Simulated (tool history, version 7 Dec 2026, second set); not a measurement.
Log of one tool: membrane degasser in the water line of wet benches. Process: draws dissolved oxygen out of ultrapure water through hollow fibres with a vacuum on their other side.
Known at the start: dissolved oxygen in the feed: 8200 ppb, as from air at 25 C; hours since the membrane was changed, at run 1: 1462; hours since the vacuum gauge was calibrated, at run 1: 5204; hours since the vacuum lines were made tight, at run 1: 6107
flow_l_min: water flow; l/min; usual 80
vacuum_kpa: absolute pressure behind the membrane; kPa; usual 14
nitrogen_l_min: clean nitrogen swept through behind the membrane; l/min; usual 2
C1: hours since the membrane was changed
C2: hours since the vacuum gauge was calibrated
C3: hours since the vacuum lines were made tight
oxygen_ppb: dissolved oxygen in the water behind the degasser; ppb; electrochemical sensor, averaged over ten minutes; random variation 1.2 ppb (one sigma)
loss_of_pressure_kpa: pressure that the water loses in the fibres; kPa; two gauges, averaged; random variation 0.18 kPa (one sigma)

run 1 day=0 | flow_l_min=80 vacuum_kpa=14 nitrogen_l_min=2 | C1=1462 C2=5204 C3=6107 | oxygen_ppb=811.5 loss_of_pressure_kpa=34.99
run 2 day=2.488 | flow_l_min=80 vacuum_kpa=14 nitrogen_l_min=2 | C1=1521 C2=5264 C3=6167 | oxygen_ppb=810.5 loss_of_pressure_kpa=34.99
run 3 day=5.267 | flow_l_min=80 vacuum_kpa=10.2 nitrogen_l_min=2 | C1=1588 C2=5331 C3=6234 | oxygen_ppb=544.8 loss_of_pressure_kpa=34.71
run 4 day=7.029 | flow_l_min=80 vacuum_kpa=10.2 nitrogen_l_min=2 | C1=1630 C2=5373 C3=6276 | oxygen_ppb=545.5 loss_of_pressure_kpa=34.92
run 5 day=8.433 | flow_l_min=114 vacuum_kpa=10.2 nitrogen_l_min=2 | C1=1664 C2=5407 C3=6310 | oxygen_ppb=720.5 loss_of_pressure_kpa=50.35
run 6 day=9.675 | flow_l_min=114 vacuum_kpa=10.2 nitrogen_l_min=2 | C1=1694 C2=5437 C3=6339 | oxygen_ppb=723 loss_of_pressure_kpa=50.16
run 7 day=12.208 | flow_l_min=114 vacuum_kpa=10.2 nitrogen_l_min=3.45 | C1=1755 C2=5497 C3=6400 | oxygen_ppb=487.4 loss_of_pressure_kpa=50.31
run 8 day=13.858 | flow_l_min=80 vacuum_kpa=14 nitrogen_l_min=2.25 | C1=1794 C2=5537 C3=6440 | oxygen_ppb=742.9 loss_of_pressure_kpa=35.01
run 9 day=15.85 | flow_l_min=80 vacuum_kpa=14 nitrogen_l_min=1.26 | C1=1842 C2=5585 C3=6488 | oxygen_ppb=1121.5 loss_of_pressure_kpa=35.38
run 10 day=18.375 | flow_l_min=80 vacuum_kpa=14 nitrogen_l_min=2 | C1=1903 C2=5645 C3=6548 | oxygen_ppb=810.3 loss_of_pressure_kpa=35.05
run 11 day=20.625 | flow_l_min=80 vacuum_kpa=14 nitrogen_l_min=2 | C1=1957 C2=5699 C3=6602 | oxygen_ppb=808.6 loss_of_pressure_kpa=35.13

Forecast run 12:
run 12 day=22.988 | flow_l_min=80 vacuum_kpa=14 nitrogen_l_min=4.01 | C1=2013 C2=5756 C3=6659 | oxygen_ppb=? loss_of_pressure_kpa=?

oxygen_ppb: 467.3 ppb
loss_of_pressure_kpa: 35.06 kPa
Without the tool's hidden state the same run would have given oxygen_ppb 459.2 ppb, loss_of_pressure_kpa 34.27 kPa.

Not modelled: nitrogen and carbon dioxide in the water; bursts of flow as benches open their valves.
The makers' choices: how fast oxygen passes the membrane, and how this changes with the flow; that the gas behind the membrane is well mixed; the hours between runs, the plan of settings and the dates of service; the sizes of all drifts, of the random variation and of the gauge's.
